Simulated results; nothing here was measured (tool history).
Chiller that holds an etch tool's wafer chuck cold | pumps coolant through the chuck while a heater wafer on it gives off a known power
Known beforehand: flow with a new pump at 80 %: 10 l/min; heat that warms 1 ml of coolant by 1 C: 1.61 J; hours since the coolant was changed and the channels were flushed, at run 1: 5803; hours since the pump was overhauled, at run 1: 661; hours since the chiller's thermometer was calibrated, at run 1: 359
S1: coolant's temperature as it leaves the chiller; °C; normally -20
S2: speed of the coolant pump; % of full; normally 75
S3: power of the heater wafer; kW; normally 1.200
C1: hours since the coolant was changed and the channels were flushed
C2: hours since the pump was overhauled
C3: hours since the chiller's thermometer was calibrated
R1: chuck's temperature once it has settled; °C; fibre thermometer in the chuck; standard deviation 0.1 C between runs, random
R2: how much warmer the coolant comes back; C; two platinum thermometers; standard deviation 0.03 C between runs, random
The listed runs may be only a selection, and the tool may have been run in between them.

{"run": 1, "day": 0.0, "S1": -20, "S2": 75, "S3": 1.2, "C1": 5803, "C2": 661, "C3": 359, "R1": -10.1, "R2": 4.77}
{"run": 2, "day": 1.883, "S1": -20, "S2": 75, "S3": 1.2, "C1": 5848, "C2": 706, "C3": 404, "R1": -10.1, "R2": 4.8}
{"run": 3, "day": 2.792, "S1": -20, "S2": 75, "S3": 1.2, "C1": 5870, "C2": 728, "C3": 426, "R1": -10.1, "R2": 4.77}
{"run": 4, "day": 4.6, "S1": -20, "S2": 75, "S3": 1.2, "C1": 5913, "C2": 771, "C3": 469, "R1": -9.9, "R2": 4.76}
{"run": 5, "day": 5.588, "S1": -20, "S2": 75, "S3": 1.2, "C1": 5937, "C2": 795, "C3": 493, "R1": -10.1, "R2": 4.75}
{"run": 6, "day": 7.596, "S1": -20, "S2": 75, "S3": 1.2, "C1": 5985, "C2": 843, "C3": 541, "R1": -10.0, "R2": 4.77}
{"run": 7, "day": 9.575, "S1": -20, "S2": 75, "S3": 1.2, "C1": 6033, "C2": 891, "C3": 589, "R1": -9.7, "R2": 4.77}
{"run": 8, "day": 10.738, "S1": -20, "S2": 75, "S3": 1.2, "C1": 6061, "C2": 918, "C3": 617, "R1": -10.0, "R2": 4.77}
{"run": 9, "day": 12.612, "S1": -20, "S2": 60, "S3": 1.2, "C1": 6106, "C2": 963, "C3": 662, "R1": -7.7, "R2": 6.02}
{"run": 10, "day": 14.238, "S1": -20, "S2": 60, "S3": 1.2, "C1": 6145, "C2": 1002, "C3": 701, "R1": -7.6, "R2": 6.06}
{"run": 11, "day": 15.942, "S1": -25, "S2": 93, "S3": 1.672, "C1": 6186, "C2": 1043, "C3": 742, "R1": -13.6, "R2": 5.31}
{"run": 12, "day": 16.796, "S1": -20, "S2": 74, "S3": 1.117, "C1": 6206, "C2": 1064, "C3": 762, "R1": -10.5, "R2": 4.52}
{"run": 13, "day": 17.717, "S1": -21, "S2": 91, "S3": 1.746, "C1": 6228, "C2": 1086, "C3": 784, "R1": -8.7, "R2": 5.65}
{"run": 14, "day": 18.567, "S1": -21, "S2": 91, "S3": 1.746, "C1": 6249, "C2": 1106, "C3": 805, "R1": -8.8, "R2": 5.67}
{"run": 15, "day": 20.092, "S1": -12, "S2": 85, "S3": 1.024, "C1": 6285, "C2": 1143, "C3": 841, "R1": -4.5, "R2": 3.53}
{"run": 16, "day": 21.058, "S1": -18, "S2": 90, "S3": 1.237, "C1": 6308, "C2": 1166, "C3": 864, "R1": -9.1, "R2": 4.03}
{"run": 17, "day": 22.954, "S1": -20, "S2": 75, "S3": 0.847, "C1": 6354, "C2": 1212, "C3": 910, "R1": -12.9, "R2": 3.38}
{"run": 18, "day": 24.371, "S1": -25, "S2": 61, "S3": 1.445, "C1": 6388, "C2": 1246, "C3": 944, "R1": -10.2, "R2": 7.16}
{"run": 19, "day": 25.838, "S1": -23, "S2": 74, "S3": 1.108, "C1": 6423, "C2": 1281, "C3": 979, "R1": -13.7, "R2": 4.47}
{"run": 20, "day": 27.633, "S1": -24, "S2": 76, "S3": 1.2, "C1": 6466, "C2": 1324, "C3": 1022, "R1": -14.0, "R2": 4.71}

Consider 5 possible next runs. They are alternatives, not a sequence: every one starts from the tool as it was left by run 20. What does each give?
{"run": "A", "day": 28.838, "S1": -12, "S2": 61, "S3": 0.787, "C1": 6495, "C2": 1353, "C3": 1051, "R1": "?", "R2": "?"}
{"run": "B", "day": 28.838, "S1": -25, "S2": 76, "S3": 1.2, "C1": 6495, "C2": 1353, "C3": 1051, "R1": "?", "R2": "?"}
{"run": "C", "day": 28.838, "S1": -24, "S2": 92, "S3": 1.2, "C1": 6495, "C2": 1353, "C3": 1051, "R1": "?", "R2": "?"}
{"run": "D", "day": 28.838, "S1": -22, "S2": 69, "S3": 0.837, "C1": 6495, "C2": 1353, "C3": 1051, "R1": "?", "R2": "?"}
{"run": "E", "day": 28.838, "S1": -20, "S2": 94, "S3": 0.603, "C1": 6495, "C2": 1353, "C3": 1051, "R1": "?", "R2": "?"}

run=A R1=-4.1 R2=3.88
run=B R1=-15.0 R2=4.70
run=C R1=-15.8 R2=3.86
run=D R1=-14.4 R2=3.64
run=E R1=-15.8 R2=1.93
What these runs would have given with no unlogged condition in the tool:
run=A R1=-4.1 R2=3.87
run=B R1=-15.0 R2=4.70
run=C R1=-15.8 R2=3.86
run=D R1=-14.4 R2=3.64
run=E R1=-15.8 R2=1.93

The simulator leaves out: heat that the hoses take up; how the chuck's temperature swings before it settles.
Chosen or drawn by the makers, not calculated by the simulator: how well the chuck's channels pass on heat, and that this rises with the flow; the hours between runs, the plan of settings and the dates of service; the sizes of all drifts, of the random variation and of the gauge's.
